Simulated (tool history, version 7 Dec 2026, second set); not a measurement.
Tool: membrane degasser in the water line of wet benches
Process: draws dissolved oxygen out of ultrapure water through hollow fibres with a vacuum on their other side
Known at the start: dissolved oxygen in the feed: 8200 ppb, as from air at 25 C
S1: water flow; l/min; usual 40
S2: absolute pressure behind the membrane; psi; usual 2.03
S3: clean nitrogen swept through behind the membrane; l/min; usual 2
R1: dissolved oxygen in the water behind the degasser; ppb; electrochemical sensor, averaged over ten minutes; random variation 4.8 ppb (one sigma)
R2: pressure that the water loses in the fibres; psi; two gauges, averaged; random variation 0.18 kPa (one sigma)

| run | hour | S1 | S2 | S3 | R1 | R2 |
|---|---|---|---|---|---|---|
| 1 | 0 | 40 | 2.03 | 2 | 477.7 | 4.702 |
| 2 | 58.6 | 40 | 2.65 | 2 | 638.6 | 4.689 |
| 3 | 91.1 | 40 | 2.65 | 2 | 654.9 | 4.738 |
|  | 110.7 | seals of the vacuum lines changed |
| 4 | 142.5 | 40 | 2.65 | 2 | 639.8 | 4.718 |
| 5 | 176 | 40 | 2.03 | 2 | 475.3 | 4.68 |
| 6 | 208.1 | 40 | 2.03 | 2 | 481.4 | 4.669 |
| 7 | 247.5 | 38 | 2.03 | 2 | 459.7 | 4.499 |
| 8 | 301.9 | 51 | 2.03 | 2 | 589.4 | 5.925 |
| 9 | 360.7 | 40 | 2.03 | 2 | 479.1 | 4.676 |
| 10 | 408.9 | 40 | 2.03 | 2 | 468.6 | 4.712 |
| 11 | 459.5 | 40 | 2.03 | 2 | 479.4 | 4.738 |
| 12 | 530.1 | 40 | 2.03 | 2.04 | 468.2 | 4.705 |
| 13 | 573.7 | 40 | 2.03 | 2.04 | 475.1 | 4.689 |
| 14 | 609.1 | 40 | 2.03 | 2.04 | 462.3 | 4.705 |
| 15 | 662.7 | 40 | 2.03 | 2.04 | 465.3 | 4.734 |
| 16 | 720.9 | 40 | 2.03 | 2 | 478.7 | 4.718 |
| 17 | 771.1 | 40 | 2.03 | 2.43 | 409.2 | 4.73 |
| 18 | 803.8 | 26 | 2.03 | 2 | 321.9 | 3.017 |
| 19 | 866.7 | 35 | 2.18 | 1.42 | 604.3 | 4.086 |
| 20 | 936.6 | 45 | 2 | 2.19 | 487.7 | 5.261 |
| 21 | 984.9 | 41 | 1.32 | 1.26 | 402.5 | 4.786 |
| 22 | 1054.4 | 40 | 4.24 | 2 | 1053.8 | 4.718 |
| 23 | 1118.5 | 28 | 2.03 | 1.98 | 353.4 | 3.292 |
| 24 | 1187.5 | 40 | 4.08 | 1.07 | 1585.8 | 4.728 |
| 25 | 1236 | 49 | 2.03 | 2.13 | 537.3 | 5.786 |
| 26 | 1302.9 | 40 | 2.93 | 1.03 | 1181.7 | 4.696 |
| 27 | 1351.4 | 40 | 2.93 | 1.03 | 1197.3 | 4.708 |
| 28 | 1411.5 | 40 | 2.93 | 2.23 | 660.2 | 4.691 |
| 29 | 1442.6 | 58 | 2.03 | 0.92 | 1132.6 | 6.785 |
| 30 | 1513.3 | 58 | 2.03 | 0.92 | 1152.7 | 6.802 |
| 31 | 1560.4 | 58 | 2.03 | 0.92 | 1153.1 | 6.804 |

Forecast each of these 5 alternatives for the next run:
| A | 1622 | 26 | 2.09 | 1.5 | ? | ? |
| B | 1622 | 40 | 1.83 | 2 | ? | ? |
| C | 1622 | 40 | 2.13 | 2 | ? | ? |
| D | 1622 | 58 | 2.03 | 1.69 | ? | ? |
| E | 1622 | 50 | 2.36 | 1.74 | ? | ? |

| run | R1 | R2 |
|---|---|---|
| A | 427.5 | 3.011 |
| B | 416.5 | 4.718 |
| C | 513.2 | 4.733 |
| D | 751.9 | 6.794 |
| E | 781 | 5.899 |
Without the tool's hidden state the same runs would have given:
| run | R1 | R2 |
|---|---|---|
| A | 427.2 | 3.008 |
| B | 416 | 4.715 |
| C | 512.8 | 4.73 |
| D | 751.2 | 6.788 |
| E | 780.4 | 5.894 |
